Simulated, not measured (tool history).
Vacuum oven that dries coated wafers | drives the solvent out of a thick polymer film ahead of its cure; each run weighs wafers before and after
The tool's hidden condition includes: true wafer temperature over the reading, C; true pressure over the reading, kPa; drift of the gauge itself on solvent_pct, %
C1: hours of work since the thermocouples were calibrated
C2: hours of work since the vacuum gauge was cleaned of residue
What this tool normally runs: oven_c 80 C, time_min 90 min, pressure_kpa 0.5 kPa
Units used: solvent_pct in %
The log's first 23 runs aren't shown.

Run 24, day 39.05: usual settings; C1 937; C2 244. Result: solvent_pct 0.73 %.
Run 25, day 40.812: usual settings; C1 969; C2 277. Result: solvent_pct 0.69 %.
Run 26, day 42.217: usual settings but oven_c 92 C, time_min 64 min, pressure_kpa 0.588 kPa; C1 995; C2 303. Result: solvent_pct 0.2 %.
Run 27, day 44.179: usual settings but oven_c 92 C, time_min 64 min, pressure_kpa 0.588 kPa; C1 1032; C2 339. Result: solvent_pct 0.19 %.
Run 28, day 46.5: usual settings but time_min 72 min, pressure_kpa 0.333 kPa; C1 1075; C2 382. Result: solvent_pct 1.12 %.
Run 29, day 48.733: usual settings but time_min 72 min, pressure_kpa 1.008 kPa; C1 1116; C2 424. Result: solvent_pct 1.31 %.
Run 30, day 50.062: usual settings but oven_c 90 C, time_min 72 min, pressure_kpa 1.354 kPa; C1 1141; C2 448. Result: solvent_pct 0.36 %.
Run 31, day 51.1: usual settings but oven_c 90 C, time_min 72 min, pressure_kpa 0.75 kPa; C1 1160; C2 468. Result: solvent_pct 0.25 %.
Run 32, day 52.917: usual settings but oven_c 90 C, time_min 72 min, pressure_kpa 0.75 kPa; C1 1193; C2 501. Result: solvent_pct 0.23 %.
At day 53.242: oven's thermocouples calibrated.
Run 33, day 54.808: usual settings but oven_c 73 C, time_min 57 min, pressure_kpa 0.71 kPa; C1 29; C2 535. Result: solvent_pct 3.85 %.
Run 34, day 55.825: usual settings but oven_c 73 C, time_min 57 min, pressure_kpa 0.71 kPa; C1 48; C2 553. Result: solvent_pct 3.82 %.
Run 35, day 57.696: usual settings but oven_c 73 C, time_min 57 min, pressure_kpa 0.71 kPa; C1 83; C2 588. Result: solvent_pct 3.83 %.
Run 36, day 59.125: usual settings but oven_c 93 C, time_min 100 min, pressure_kpa 1.045 kPa; C1 109; C2 615. Result: solvent_pct 0.2 %.
Run 37, day 61.062: usual settings but oven_c 92 C, time_min 69 min, pressure_kpa 0.366 kPa; C1 145; C2 650. Result: solvent_pct 0.15 %.
Run 38, day 62.883: usual settings but time_min 70 min; C1 179; C2 684. Result: solvent_pct 1.25 %.
Run 39, day 64.829: usual settings but time_min 73 min; C1 215; C2 720. Result: solvent_pct 1.15 %.
Run 40, day 66.242: usual settings but time_min 73 min; C1 241; C2 746. Result: solvent_pct 1.15 %.
Run 41, day 67.388: usual settings but time_min 63 min, pressure_kpa 1.097 kPa; C1 262; C2 768. Result: solvent_pct 1.72 %.
Run 42, day 69.362: usual settings but oven_c 81 C; C1 299; C2 804. Result: solvent_pct 0.61 %.
Run 43, day 71.338: usual settings but oven_c 81 C; C1 335; C2 841. Result: solvent_pct 0.61 %.
Run 44, day 72.867: usual settings but oven_c 81 C; C1 363; C2 869. Result: solvent_pct 0.59 %.
Run 45, day 75.05: usual settings but oven_c 70 C, pressure_kpa 1.078 kPa; C1 404; C2 909. Result: solvent_pct 3.08 %.
Run 46, day 76.942: usual settings but time_min 128 min; C1 439; C2 945. Result: solvent_pct 0.31 %.
Run 47, day 78.871: usual settings but oven_c 68 C, time_min 53 min; C1 475; C2 980. Result: solvent_pct 5.57 %.

4 options for the next run, each taken on its own from the tool as it stands now. Forecast them:
Run A, day 79.888: usual settings but time_min 100 min, pressure_kpa 1.383 kPa; C1 493; C2 999. Result: solvent_pct ?.
Run B, day 79.888: usual settings but oven_c 68 C, time_min 76 min; C1 493; C2 999. Result: solvent_pct ?.
Run C, day 79.888: usual settings but time_min 113 min, pressure_kpa 1.021 kPa; C1 493; C2 999. Result: solvent_pct ?.
Run D, day 79.888: usual settings but pressure_kpa 1.319 kPa; C1 493; C2 999. Result: solvent_pct ?.

run  solvent_pct
  A         0.81
  B         4.13
  C         0.57
  D         0.95
With no hidden state in the tool, these same runs would have given:
run  solvent_pct
  A         0.81
  B         4.13
  C         0.57
  D         0.95
